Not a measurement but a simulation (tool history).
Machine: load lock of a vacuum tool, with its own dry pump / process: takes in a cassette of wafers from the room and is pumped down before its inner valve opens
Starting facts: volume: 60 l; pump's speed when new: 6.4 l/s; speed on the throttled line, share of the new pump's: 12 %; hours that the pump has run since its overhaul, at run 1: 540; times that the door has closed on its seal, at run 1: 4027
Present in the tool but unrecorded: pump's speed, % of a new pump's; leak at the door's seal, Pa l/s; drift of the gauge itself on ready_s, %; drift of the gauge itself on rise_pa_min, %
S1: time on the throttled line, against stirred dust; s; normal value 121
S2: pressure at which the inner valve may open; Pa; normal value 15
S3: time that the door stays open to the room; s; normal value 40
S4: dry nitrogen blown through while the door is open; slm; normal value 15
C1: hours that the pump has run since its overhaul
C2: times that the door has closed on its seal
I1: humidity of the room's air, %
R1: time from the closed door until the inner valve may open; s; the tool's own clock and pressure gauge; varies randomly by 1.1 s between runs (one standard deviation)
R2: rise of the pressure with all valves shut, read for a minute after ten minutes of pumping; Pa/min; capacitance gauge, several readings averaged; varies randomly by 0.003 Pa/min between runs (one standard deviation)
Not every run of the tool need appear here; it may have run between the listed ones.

run    hour   S1  S2   S3  S4    C1    C2    I1     R1     R2
  1       0  121  15   40  15   540  4027  48.1  190.6  0.052
  2   130.9  121  14   40  15   671  4237  45.2  192.1  0.049
  3   230.9  121  14   40  15   771  4398  43.7    192  0.054
  4   324.8  121  14   40  15   865  4549  48.1  190.1  0.055
  5     435  121  15   40  15   975  4727  42.9  191.2  0.061
  6   529.1  121  15   40  15  1069  4878  47.3  191.3  0.055
  7   640.7  121  15   40  15  1181  5058  44.9  190.5  0.056
  8   758.5  121  15   40  15  1299  5248  40.1  193.2  0.058
  9   834.6  121  15   40  15  1375  5370  45.8  192.2  0.059
 10   969.2  121  15   40  15  1509  5587  47.9  194.6   0.06
 11  1080.9  121  15   40  15  1621  5767  44.8    191  0.062
 12  1190.1  121  15   40  15  1730  5943  43.6  192.7  0.064
 13    1285  120  28   74  29  1825  6095  45.1  183.3  0.061
 14  1399.2  162  13   59   7  1939  6279  41.7    231  0.084
 15  1533.9  162  11   59   5  2074  6496  44.3  230.9  0.089
 16  1612.5   84  28   69  10  2153  6623  44.9  152.6  0.085
 17  1684.1  184  20   69  10  2224  6738  43.5  243.2  0.086
 18  1818.8  119  13   69  14  2359  6955  45.1  191.1  0.084
 19  1939.3  119  13  160  11  2479  7149  44.6  193.2  0.123
 20  2056.2  119  13  160  11  2596  7337  48.9  192.3  0.129
 21  2138.8   72  10   33  15  2679  7470  42.3  154.6  0.065
 22  2227.2  121  15   36   4  2767  7613  42.7  192.8  0.086

Some steps in R1, run to run, broken into two amounts with sign: the step expected even without the hidden condition (settings, incoming material, random variation), and the rest, left for the hidden condition together with whatever gauge scatter is not in both the measured and the hidden-condition-free result:
Run 15 -> 16: S1 162 -> 84, S2 11 -> 28, S3 59 -> 69, S4 5 -> 10. R1 -78.3 s: hidden state +0.2, all else -78.5.
Run 16 -> 17: S1 84 -> 184, S2 28 -> 20. R1 +90.6 s: hidden state -0.3, all else +90.9.
Run 17 -> 18: S1 184 -> 119, S2 20 -> 13, S4 10 -> 14. R1 -52.1 s: hidden state +0.8, all else -52.9.
Run 20 -> 21: S1 119 -> 72, S2 13 -> 10, S3 160 -> 33, S4 11 -> 15. R1 -37.7 s: hidden state +0.5, all else -38.2.

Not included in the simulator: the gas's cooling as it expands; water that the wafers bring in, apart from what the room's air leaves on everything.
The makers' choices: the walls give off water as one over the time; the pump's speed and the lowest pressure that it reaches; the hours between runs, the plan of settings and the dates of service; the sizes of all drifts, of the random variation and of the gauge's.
